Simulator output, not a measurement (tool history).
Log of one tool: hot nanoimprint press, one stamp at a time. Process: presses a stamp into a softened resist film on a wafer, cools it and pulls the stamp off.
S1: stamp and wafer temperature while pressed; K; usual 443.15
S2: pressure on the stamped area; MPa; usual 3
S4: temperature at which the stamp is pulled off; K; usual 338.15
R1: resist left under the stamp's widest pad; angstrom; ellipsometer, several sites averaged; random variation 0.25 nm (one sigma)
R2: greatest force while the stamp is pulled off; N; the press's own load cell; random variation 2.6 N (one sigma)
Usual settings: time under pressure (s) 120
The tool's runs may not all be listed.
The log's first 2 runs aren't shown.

run 3 hour=12.3 | S1=443.15 S2=3 time_under_pressure_(s)=120 S4=338.15 | R1=1937 R2=147
run 4 hour=16.5 | S1=443.15 S2=3 time_under_pressure_(s)=139 S4=338.15 | R1=1845 R2=151
run 5 hour=24 | S1=443.15 S2=3 time_under_pressure_(s)=139 S4=338.15 | R1=1842 R2=151
run 6 hour=33.1 | S1=443.15 S2=3 time_under_pressure_(s)=120 S4=338.15 | R1=1936 R2=155
run 7 hour=40.9 | S1=443.15 S2=3 time_under_pressure_(s)=120 S4=338.15 | R1=1936 R2=155
run 8 hour=50.8 | S1=443.15 S2=3 time_under_pressure_(s)=120 S4=338.15 | R1=1937 R2=160
run 9 hour=60.7 | S1=443.15 S2=3 time_under_pressure_(s)=120 S4=338.15 | R1=1934 R2=156
run 10 hour=68.7 | S1=443.15 S2=3 time_under_pressure_(s)=120 S4=338.15 | R1=1935 R2=158
run 11 hour=75.5 | S1=443.15 S2=3 time_under_pressure_(s)=120 S4=338.15 | R1=1936 R2=160
run 12 hour=84.1 | S1=443.15 S2=3.72 time_under_pressure_(s)=120 S4=338.15 | R1=1774 R2=158
run 13 hour=92.3 | S1=443.15 S2=3.72 time_under_pressure_(s)=120 S4=338.15 | R1=1779 R2=155
run 14 hour=100.2 | S1=443.15 S2=3.72 time_under_pressure_(s)=120 S4=338.15 | R1=1773 R2=161
run 15 hour=106.4 | S1=443.15 S2=3.72 time_under_pressure_(s)=120 S4=338.15 | R1=1775 R2=157
run 16 hour=114.1 | S1=445.15 S2=3.72 time_under_pressure_(s)=120 S4=332.15 | R1=1674 R2=175
-- hour=118 plate thermocouple calibrated
run 17 hour=123.2 | S1=449.15 S2=3.79 time_under_pressure_(s)=77 S4=323.15 | R1=1716 R2=185
run 18 hour=127.9 | S1=441.15 S2=1.84 time_under_pressure_(s)=77 S4=323.15 | R1=2649 R2=187

The next listed run, before its measurement:
run 19 hour=136.4 | S1=443.15 S2=3 time_under_pressure_(s)=90 S4=338.15 | R1=? R2=?

Run 19 gave R1 2096 angstrom, R2 169 N.
Without the tool's hidden state the same run would have given R1 2165 angstrom, R2 123 N.

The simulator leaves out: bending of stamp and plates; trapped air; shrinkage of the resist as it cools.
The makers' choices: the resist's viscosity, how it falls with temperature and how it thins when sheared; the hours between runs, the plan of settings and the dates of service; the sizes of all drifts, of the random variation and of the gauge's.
